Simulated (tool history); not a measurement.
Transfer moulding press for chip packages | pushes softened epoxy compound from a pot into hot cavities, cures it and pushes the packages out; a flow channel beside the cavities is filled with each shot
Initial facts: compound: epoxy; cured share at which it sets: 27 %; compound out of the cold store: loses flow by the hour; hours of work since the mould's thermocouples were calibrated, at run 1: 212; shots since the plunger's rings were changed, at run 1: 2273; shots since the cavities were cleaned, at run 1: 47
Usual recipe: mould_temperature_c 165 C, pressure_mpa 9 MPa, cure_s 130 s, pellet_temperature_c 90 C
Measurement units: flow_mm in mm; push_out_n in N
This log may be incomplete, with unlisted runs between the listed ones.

run,hour,mould_temperature_c,pressure_mpa,cure_s,pellet_temperature_c,hours of work since the mould's thermocouples were calibrated,shots since the plunger's rings were changed,shots since the cavities were cleaned,incoming compound's hours out of the cold store,flow_mm,push_out_n
1,0,165,9,130,90,212,2273,47,28.1,805,376
2,10.1,165,8,130,90,217,2336,110,23.7,783,398
3,24.8,170,9,130,90,223,2428,202,39.3,740,419
4,35.5,165,9,157,90,228,2496,270,16.3,872,453
5,53.6,163,9,157,90,236,2609,383,15.8,878,486
6,71.1,165,9,130,90,244,2719,493,26.3,816,571
7,84,165,9,130,90,250,2800,574,37.4,757,588
8,94.6,165,9,130,94,255,2867,641,12.4,888,621
9,103.5,162,9,130,94,259,2923,697,43.5,732,700
10,113.2,162,9,130,94,263,2983,757,43.2,735,701
11,121.8,162,9,130,94,267,3037,811,8,920,798
12,137.6,162,9,130,94,274,3136,910,14.1,888,788
# hour 149.3: cavities cleaned with cleaning compound and waxed
13,156.5,162,9,130,97,282,3246,46,14.4,884,905
14,172,169,10.34,166,88,289,3343,143,19.3,898,597
# hour 181.4: cavities cleaned with cleaning compound and waxed, once more
15,182,165,9,117,81,293,3397,4,15.9,867,437
16,194,165,9,117,81,298,3472,79,15.3,869,529
17,205.5,165,9,117,81,303,3544,151,12.6,888,580
18,217.2,159,7.18,117,81,308,3618,225,33.5,704,828
19,235.9,159,7.18,117,81,317,3735,342,32,710,931
20,255.5,165,9,125,82,326,3858,465,41.4,732,592
21,266.3,165,9,125,82,330,3926,533,28.4,795,631
22,283.6,165,9,125,82,338,4034,641,23.2,825,678
23,299.5,161,7.5,156,97,345,4134,741,47.5,647,601

Some steps in flow_mm between neighbouring runs. How much of each would the tool show without its hidden state too (settings, what came in, random variation), and how much is left for the hidden state, with any gauge scatter that isn't in both results?
Hidden state present: true mould temperature over the reading, C; pressure that reaches the compound, % of what is set; grip of the stained cavities, % over clean ones'; drift of the gauge itself on flow_mm, %; drift of the gauge itself on push_out_n, %.
Run 10 -> 11: nothing adjusted, nothing logged. flow_mm +185 mm: hidden state -5, all else +190.
Run 17 -> 18: mould_temperature_c 165 -> 159, pressure_mpa 9 -> 7.18. flow_mm -184 mm: hidden state +5, all else -189.
